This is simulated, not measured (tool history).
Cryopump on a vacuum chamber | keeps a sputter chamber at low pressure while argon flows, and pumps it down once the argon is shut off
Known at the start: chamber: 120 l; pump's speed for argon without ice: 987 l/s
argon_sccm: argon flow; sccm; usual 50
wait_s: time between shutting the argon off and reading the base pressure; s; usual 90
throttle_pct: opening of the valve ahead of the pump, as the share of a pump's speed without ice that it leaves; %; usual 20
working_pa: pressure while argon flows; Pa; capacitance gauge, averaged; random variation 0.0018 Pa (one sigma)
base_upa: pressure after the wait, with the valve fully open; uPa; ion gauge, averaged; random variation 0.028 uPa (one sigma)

{"run": 1, "hour": 0.0, "argon_sccm": 50, "wait_s": 90, "throttle_pct": 20, "working_pa": 0.4585, "base_upa": 3.42}
{"run": 2, "hour": 20.2, "argon_sccm": 50, "wait_s": 90, "throttle_pct": 20, "working_pa": 0.4561, "base_upa": 3.38}
{"run": 3, "hour": 46.9, "argon_sccm": 57, "wait_s": 90, "throttle_pct": 20, "working_pa": 0.5238, "base_upa": 3.35}
{"run": 4, "hour": 73.5, "argon_sccm": 57, "wait_s": 90, "throttle_pct": 20, "working_pa": 0.5225, "base_upa": 3.43}
{"run": 5, "hour": 95.7, "argon_sccm": 57, "wait_s": 90, "throttle_pct": 20, "working_pa": 0.524, "base_upa": 3.51}
{"run": 6, "hour": 120.2, "argon_sccm": 57, "wait_s": 90, "throttle_pct": 20, "working_pa": 0.5284, "base_upa": 3.51}
{"run": 7, "hour": 136.1, "argon_sccm": 57, "wait_s": 90, "throttle_pct": 20, "working_pa": 0.5249, "base_upa": 3.61}
{"run": 8, "hour": 161.6, "argon_sccm": 57, "wait_s": 90, "throttle_pct": 20, "working_pa": 0.5299, "base_upa": 3.62}
{"run": 9, "hour": 191.7, "argon_sccm": 45, "wait_s": 90, "throttle_pct": 20, "working_pa": 0.4189, "base_upa": 3.72}
{"run": 10, "hour": 212.5, "argon_sccm": 50, "wait_s": 182, "throttle_pct": 20, "working_pa": 0.4658, "base_upa": 3.35}
{"run": 11, "hour": 225.9, "argon_sccm": 50, "wait_s": 182, "throttle_pct": 20, "working_pa": 0.4645, "base_upa": 3.21}
{"run": 12, "hour": 244.7, "argon_sccm": 50, "wait_s": 90, "throttle_pct": 20, "working_pa": 0.4691, "base_upa": 3.78}
{"run": 13, "hour": 271.3, "argon_sccm": 50, "wait_s": 90, "throttle_pct": 20, "working_pa": 0.4682, "base_upa": 3.86}
{"run": 14, "hour": 290.3, "argon_sccm": 50, "wait_s": 29, "throttle_pct": 20, "working_pa": 0.4708, "base_upa": 5.86}
{"run": 15, "hour": 318.4, "argon_sccm": 50, "wait_s": 29, "throttle_pct": 21, "working_pa": 0.4489, "base_upa": 6.09}
{"run": 16, "hour": 348.0, "argon_sccm": 50, "wait_s": 90, "throttle_pct": 20, "working_pa": 0.4705, "base_upa": 3.99}
{"run": 17, "hour": 363.5, "argon_sccm": 50, "wait_s": 90, "throttle_pct": 20, "working_pa": 0.4749, "base_upa": 4.05}
{"run": 18, "hour": 392.6, "argon_sccm": 50, "wait_s": 108, "throttle_pct": 22, "working_pa": 0.4385, "base_upa": 3.92}
{"hour": 402.2, "done": "pump warmed up, emptied and cooled again"}
{"run": 19, "hour": 427.6, "argon_sccm": 46, "wait_s": 72, "throttle_pct": 33, "working_pa": 0.2415, "base_upa": 3.36}
{"run": 20, "hour": 443.5, "argon_sccm": 50, "wait_s": 90, "throttle_pct": 29, "working_pa": 0.2958, "base_upa": 3.08}
{"run": 21, "hour": 462.7, "argon_sccm": 45, "wait_s": 23, "throttle_pct": 45, "working_pa": 0.1748, "base_upa": 6.03}
{"run": 22, "hour": 487.1, "argon_sccm": 45, "wait_s": 23, "throttle_pct": 45, "working_pa": 0.173, "base_upa": 6.19}
{"run": 23, "hour": 513.9, "argon_sccm": 27, "wait_s": 169, "throttle_pct": 17, "working_pa": 0.2751, "base_upa": 2.72}
{"run": 24, "hour": 535.1, "argon_sccm": 27, "wait_s": 169, "throttle_pct": 17, "working_pa": 0.2752, "base_upa": 2.72}
{"run": 25, "hour": 551.6, "argon_sccm": 27, "wait_s": 169, "throttle_pct": 17, "working_pa": 0.276, "base_upa": 2.74}
{"run": 26, "hour": 570.8, "argon_sccm": 27, "wait_s": 169, "throttle_pct": 17, "working_pa": 0.276, "base_upa": 2.79}
{"run": 27, "hour": 587.4, "argon_sccm": 89, "wait_s": 238, "throttle_pct": 50, "working_pa": 0.3157, "base_upa": 2.7}
{"run": 28, "hour": 604.1, "argon_sccm": 89, "wait_s": 238, "throttle_pct": 50, "working_pa": 0.3146, "base_upa": 2.71}
{"run": 29, "hour": 632.5, "argon_sccm": 89, "wait_s": 238, "throttle_pct": 50, "working_pa": 0.3156, "base_upa": 2.69}
{"run": 30, "hour": 661.7, "argon_sccm": 64, "wait_s": 85, "throttle_pct": 16, "working_pa": 0.6958, "base_upa": 3.44}
{"run": 31, "hour": 678.8, "argon_sccm": 64, "wait_s": 42, "throttle_pct": 24, "working_pa": 0.4647, "base_upa": 4.46}
{"run": 32, "hour": 706.9, "argon_sccm": 28, "wait_s": 42, "throttle_pct": 24, "working_pa": 0.2066, "base_upa": 4.48}
{"run": 33, "hour": 729.0, "argon_sccm": 50, "wait_s": 211, "throttle_pct": 21, "working_pa": 0.4135, "base_upa": 2.84}
{"run": 34, "hour": 753.3, "argon_sccm": 49, "wait_s": 90, "throttle_pct": 26, "working_pa": 0.3298, "base_upa": 3.31}

The same runs without the tool's hidden state, with the same run-to-run variation:
The hidden state here: pump's speed, % of a pump's without ice; cold plate's temperature, K; leak into the chamber, uPa l/s; drift of the gauge itself on working_pa, %; drift of the gauge itself on base_upa, %.
run=1 working_pa=0.4292 base_upa=1.32
run=2 working_pa=0.4261 base_upa=1.29
run=3 working_pa=0.4882 base_upa=1.28
run=4 working_pa=0.4861 base_upa=1.27
run=5 working_pa=0.4865 base_upa=1.28
run=6 working_pa=0.4895 base_upa=1.28
run=7 working_pa=0.4855 base_upa=1.31
run=8 working_pa=0.4890 base_upa=1.31
run=9 working_pa=0.3856 base_upa=1.32
run=10 working_pa=0.4279 base_upa=0.84
run=11 working_pa=0.4261 base_upa=0.80
run=12 working_pa=0.4296 base_upa=1.27
run=13 working_pa=0.4278 base_upa=1.30
run=14 working_pa=0.4294 base_upa=3.32
run=15 working_pa=0.4064 base_upa=3.40
run=16 working_pa=0.4267 base_upa=1.28
run=17 working_pa=0.4301 base_upa=1.32
run=18 working_pa=0.3921 base_upa=1.11
run=19 working_pa=0.2400 base_upa=1.57
run=20 working_pa=0.2938 base_upa=1.28
run=21 working_pa=0.1726 base_upa=4.20
run=22 working_pa=0.1703 base_upa=4.29
run=23 working_pa=0.2732 base_upa=0.82
run=24 working_pa=0.2731 base_upa=0.81
run=25 working_pa=0.2736 base_upa=0.82
run=26 working_pa=0.2734 base_upa=0.86
run=27 working_pa=0.3064 base_upa=0.69
run=28 working_pa=0.3047 base_upa=0.69
run=29 working_pa=0.3046 base_upa=0.67
run=30 working_pa=0.6870 base_upa=1.35
run=31 working_pa=0.4554 base_upa=2.39
run=32 working_pa=0.2021 base_upa=2.39
run=33 working_pa=0.4051 base_upa=0.71
run=34 working_pa=0.3210 base_upa=1.19
